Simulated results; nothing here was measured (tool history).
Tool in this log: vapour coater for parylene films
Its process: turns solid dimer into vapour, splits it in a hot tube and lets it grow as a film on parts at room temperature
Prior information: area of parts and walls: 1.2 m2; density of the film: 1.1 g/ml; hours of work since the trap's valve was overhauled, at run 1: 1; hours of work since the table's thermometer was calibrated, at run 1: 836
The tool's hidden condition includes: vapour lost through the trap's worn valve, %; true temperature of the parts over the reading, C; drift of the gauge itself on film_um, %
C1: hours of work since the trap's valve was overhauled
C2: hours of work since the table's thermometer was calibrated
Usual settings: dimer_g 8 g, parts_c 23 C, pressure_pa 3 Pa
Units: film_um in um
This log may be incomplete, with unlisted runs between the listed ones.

run 1 hour=0 | dimer_g=8 parts_c=23 pressure_pa=3 | C1=1 C2=836 | film_um=4.33
run 2 hour=36 | dimer_g=8 parts_c=23 pressure_pa=7.78 | C1=30 C2=865 | film_um=3.98
run 3 hour=66.3 | dimer_g=3 parts_c=23 pressure_pa=3 | C1=55 C2=890 | film_um=1.58
run 4 hour=104.3 | dimer_g=3 parts_c=23 pressure_pa=3 | C1=86 C2=921 | film_um=1.61
run 5 hour=144.1 | dimer_g=3 parts_c=23 pressure_pa=3 | C1=118 C2=953 | film_um=1.64
run 6 hour=168.1 | dimer_g=8 parts_c=23 pressure_pa=3 | C1=138 C2=973 | film_um=4.28
run 7 hour=194.3 | dimer_g=8 parts_c=23 pressure_pa=3 | C1=159 C2=994 | film_um=4.19
run 8 hour=234.6 | dimer_g=5 parts_c=23 pressure_pa=3 | C1=192 C2=1027 | film_um=2.6
run 9 hour=278.9 | dimer_g=5 parts_c=23 pressure_pa=3 | C1=228 C2=1063 | film_um=2.57
run 10 hour=322.6 | dimer_g=8 parts_c=23 pressure_pa=3 | C1=263 C2=1098 | film_um=4.09
run 11 hour=357.7 | dimer_g=8 parts_c=23 pressure_pa=3 | C1=292 C2=1127 | film_um=4.11
run 12 hour=386.3 | dimer_g=8 parts_c=23 pressure_pa=3 | C1=315 C2=1150 | film_um=4.07
run 13 hour=432.4 | dimer_g=8 parts_c=23 pressure_pa=2.05 | C1=353 C2=1188 | film_um=4.16
-- hour=468 trap's valve overhauled
run 14 hour=473.8 | dimer_g=8 parts_c=23 pressure_pa=2.05 | C1=5 C2=1218 | film_um=4.46
run 15 hour=509.6 | dimer_g=8 parts_c=20 pressure_pa=3 | C1=34 C2=1247 | film_um=4.83
run 16 hour=535.3 | dimer_g=8 parts_c=20 pressure_pa=3 | C1=55 C2=1268 | film_um=4.85
run 17 hour=588.4 | dimer_g=8 parts_c=23 pressure_pa=3 | C1=98 C2=1311 | film_um=4.24
run 18 hour=642.1 | dimer_g=11 parts_c=23 pressure_pa=3 | C1=142 C2=1355 | film_um=5.78
run 19 hour=684.3 | dimer_g=7 parts_c=23 pressure_pa=3 | C1=176 C2=1389 | film_um=3.67
run 20 hour=739 | dimer_g=3 parts_c=23 pressure_pa=3 | C1=220 C2=1434 | film_um=1.58
run 21 hour=772.3 | dimer_g=8 parts_c=23 pressure_pa=3 | C1=248 C2=1461 | film_um=4.14
-- hour=776.8 table's thermometer calibrated
run 22 hour=804.9 | dimer_g=8 parts_c=23 pressure_pa=2.14 | C1=273 C2=23 | film_um=4.19
run 23 hour=860.5 | dimer_g=8 parts_c=23 pressure_pa=2.14 | C1=318 C2=68 | film_um=4.19
run 24 hour=917.8 | dimer_g=5 parts_c=15 pressure_pa=2.14 | C1=365 C2=115 | film_um=3.5
-- hour=935.8 trap's valve overhauled
run 25 hour=945.9 | dimer_g=4 parts_c=31 pressure_pa=3 | C1=8 C2=134 | film_um=1.46
run 26 hour=973.3 | dimer_g=4 parts_c=31 pressure_pa=3 | C1=30 C2=157 | film_um=1.43
-- hour=983.9 table's thermometer calibrated, once more
run 27 hour=1000.5 | dimer_g=4 parts_c=31 pressure_pa=3 | C1=52 C2=13 | film_um=1.54
run 28 hour=1028.4 | dimer_g=10 parts_c=16 pressure_pa=3 | C1=74 C2=36 | film_um=7.21
run 29 hour=1072.3 | dimer_g=10 parts_c=16 pressure_pa=2.29 | C1=110 C2=72 | film_um=7.23
run 30 hour=1118.1 | dimer_g=4 parts_c=22 pressure_pa=2.91 | C1=147 C2=109 | film_um=2.24
run 31 hour=1165.1 | dimer_g=4 parts_c=22 pressure_pa=2.91 | C1=186 C2=147 | film_um=2.25
run 32 hour=1215.1 | dimer_g=4 parts_c=22 pressure_pa=2.91 | C1=226 C2=188 | film_um=2.24
run 33 hour=1243.8 | dimer_g=12 parts_c=33 pressure_pa=3.78 | C1=250 C2=211 | film_um=3.95
run 34 hour=1302.2 | dimer_g=3 parts_c=33 pressure_pa=4.84 | C1=297 C2=259 | film_um=0.93
run 35 hour=1345.9 | dimer_g=3 parts_c=33 pressure_pa=4.84 | C1=333 C2=294 | film_um=0.94
run 36 hour=1391.8 | dimer_g=9 parts_c=17 pressure_pa=3.08 | C1=370 C2=332 | film_um=6.04
-- hour=1402.9 trap's valve overhauled
run 37 hour=1449.7 | dimer_g=10 parts_c=30 pressure_pa=2.31 | C1=38 C2=376 | film_um=4.06
run 38 hour=1482.5 | dimer_g=9 parts_c=30 pressure_pa=2.94 | C1=65 C2=402 | film_um=3.52
run 39 hour=1522.9 | dimer_g=9 parts_c=20 pressure_pa=2.94 | C1=98 C2=435 | film_um=5.56
run 40 hour=1565.4 | dimer_g=9 parts_c=20 pressure_pa=2.94 | C1=132 C2=470 | film_um=5.54
run 41 hour=1596 | dimer_g=11 parts_c=23 pressure_pa=2.8 | C1=157 C2=495 | film_um=5.89
run 42 hour=1628.2 | dimer_g=4 parts_c=16 pressure_pa=4.02 | C1=183 C2=521 | film_um=2.79
run 43 hour=1662.4 | dimer_g=4 parts_c=16 pressure_pa=4.02 | C1=211 C2=549 | film_um=2.83
run 44 hour=1719.2 | dimer_g=5 parts_c=29 pressure_pa=3 | C1=257 C2=595 | film_um=1.99
run 45 hour=1749.3 | dimer_g=8 parts_c=19 pressure_pa=3 | C1=282 C2=619 | film_um=5.03

Below are 3 alternative next runs, each starting from the tool's condition after run 45. Predict each:
run A hour=1800 | dimer_g=11 parts_c=19 pressure_pa=3 | C1=323 C2=661 | film_um=?
run B hour=1800 | dimer_g=10 parts_c=23 pressure_pa=3 | C1=323 C2=661 | film_um=?
run C hour=1800 | dimer_g=12 parts_c=20 pressure_pa=3 | C1=323 C2=661 | film_um=?

run=A film_um=6.74
run=B film_um=5.13
run=C film_um=7.05
What these runs would have given with no unlogged condition in the tool:
run=A film_um=7.28
run=B film_um=5.54
run=C film_um=7.61
